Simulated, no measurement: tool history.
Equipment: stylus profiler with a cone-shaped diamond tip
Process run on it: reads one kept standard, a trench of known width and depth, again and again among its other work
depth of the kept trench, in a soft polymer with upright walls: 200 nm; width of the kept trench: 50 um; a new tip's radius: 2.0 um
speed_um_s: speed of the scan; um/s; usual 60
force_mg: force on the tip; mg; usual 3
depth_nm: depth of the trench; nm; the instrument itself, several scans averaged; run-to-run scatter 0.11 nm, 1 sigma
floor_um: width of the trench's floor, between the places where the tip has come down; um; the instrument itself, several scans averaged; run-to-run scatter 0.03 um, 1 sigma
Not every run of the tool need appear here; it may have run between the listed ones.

run 1 day=0 | speed_um_s=60 force_mg=3 | depth_nm=204.01 floor_um=47.72
run 2 day=1.158 | speed_um_s=60 force_mg=3 | depth_nm=204.17 floor_um=47.69
run 3 day=1.8 | speed_um_s=101 force_mg=3 | depth_nm=203.91 floor_um=47.54
run 4 day=2.371 | speed_um_s=101 force_mg=3 | depth_nm=204.22 floor_um=47.53
run 5 day=3.304 | speed_um_s=101 force_mg=3 | depth_nm=204.06 floor_um=47.51
run 6 day=3.896 | speed_um_s=24 force_mg=3.02 | depth_nm=204.18 floor_um=47.82
run 7 day=5.004 | speed_um_s=129 force_mg=1.89 | depth_nm=203.13 floor_um=47.27

Forecast run 8:
run 8 day=5.842 | speed_um_s=42 force_mg=3.24 | depth_nm=? floor_um=?

depth_nm: 204.38 nm
floor_um: 47.71 um
On a tool with no hidden condition, and with the same random variation, this run would have come out at depth_nm 204.01 nm, floor_um 48.08 um.
